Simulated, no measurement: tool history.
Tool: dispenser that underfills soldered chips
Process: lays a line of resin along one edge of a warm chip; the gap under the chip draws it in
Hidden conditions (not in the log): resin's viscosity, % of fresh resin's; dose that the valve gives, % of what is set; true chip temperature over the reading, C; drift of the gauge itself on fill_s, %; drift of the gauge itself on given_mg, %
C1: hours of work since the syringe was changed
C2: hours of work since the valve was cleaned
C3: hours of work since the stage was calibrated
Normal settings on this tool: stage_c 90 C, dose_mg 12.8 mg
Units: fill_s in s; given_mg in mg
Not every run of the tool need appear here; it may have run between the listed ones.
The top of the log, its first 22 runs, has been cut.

-- hour=138.4 new syringe of resin
run 23 hour=140.9 | stage_c=97 dose_mg=15.7 | C1=2 C2=60 C3=132 | fill_s=310.5 given_mg=15.35
-- hour=146.6 new syringe of resin
run 24 hour=149.1 | stage_c=88 dose_mg=12.6 | C1=2 C2=67 C3=138 | fill_s=404.4 given_mg=12.27
-- hour=154.5 new syringe of resin
run 25 hour=155.6 | stage_c=86 dose_mg=11.0 | C1=1 C2=71 C3=143 | fill_s=403.5 given_mg=10.74
-- hour=160.7 dispensing valve cleaned and set on the balance
run 26 hour=160.9 | stage_c=86 dose_mg=11.0 | C1=4 C2=0 C3=146 | fill_s=530.3 given_mg=10.98
-- hour=163.4 new syringe of resin
run 27 hour=167.9 | stage_c=96 dose_mg=14.1 | C1=4 C2=5 C3=151 | fill_s=374.6 given_mg=14.08
-- hour=171.6 new syringe of resin
run 28 hour=174.9 | stage_c=89 dose_mg=14.0 | C1=3 C2=11 C3=157 | fill_s=402.6 given_mg=13.93
-- hour=179.6 new syringe of resin
run 29 hour=182.3 | stage_c=89 dose_mg=14.0 | C1=2 C2=16 C3=162 | fill_s=391.0 given_mg=13.89
run 30 hour=186.1 | stage_c=77 dose_mg=14.0 | C1=5 C2=19 C3=165 | fill_s=710.9 given_mg=13.89
-- hour=187.5 new syringe of resin
run 31 hour=190.8 | stage_c=80 dose_mg=11.2 | C1=3 C2=23 C3=168 | fill_s=566.1 given_mg=11.09
run 32 hour=194.5 | stage_c=80 dose_mg=11.2 | C1=6 C2=26 C3=171 | fill_s=712.6 given_mg=11.05
-- hour=195.4 new syringe of resin
-- hour=203.3 new syringe of resin
run 33 hour=203.6 | stage_c=90 dose_mg=16.4 | C1=0 C2=32 C3=178 | fill_s=316.9 given_mg=16.19
run 34 hour=207.7 | stage_c=90 dose_mg=16.4 | C1=3 C2=35 C3=181 | fill_s=420.0 given_mg=16.20
-- hour=211.2 new syringe of resin
run 35 hour=212.2 | stage_c=90 dose_mg=16.4 | C1=1 C2=39 C3=184 | fill_s=346.8 given_mg=16.12

Branching from run 35: 3 alternative next runs. What would each branch give?
run A hour=216.4 | stage_c=92 dose_mg=12.8 | C1=4 C2=42 C3=188 | fill_s=? given_mg=?
run B hour=216.4 | stage_c=86 dose_mg=11.7 | C1=4 C2=42 C3=188 | fill_s=? given_mg=?
run C hour=216.4 | stage_c=101 dose_mg=16.4 | C1=4 C2=42 C3=188 | fill_s=? given_mg=?

run=A fill_s=434.0 given_mg=12.61
run=B fill_s=522.9 given_mg=11.49
run=C fill_s=337.1 given_mg=16.10
Take away the tool's hidden state, keep each run's random variation, and the runs would have read:
run=A fill_s=313.7 given_mg=12.82
run=B fill_s=377.6 given_mg=11.69
run=C fill_s=243.9 given_mg=16.37

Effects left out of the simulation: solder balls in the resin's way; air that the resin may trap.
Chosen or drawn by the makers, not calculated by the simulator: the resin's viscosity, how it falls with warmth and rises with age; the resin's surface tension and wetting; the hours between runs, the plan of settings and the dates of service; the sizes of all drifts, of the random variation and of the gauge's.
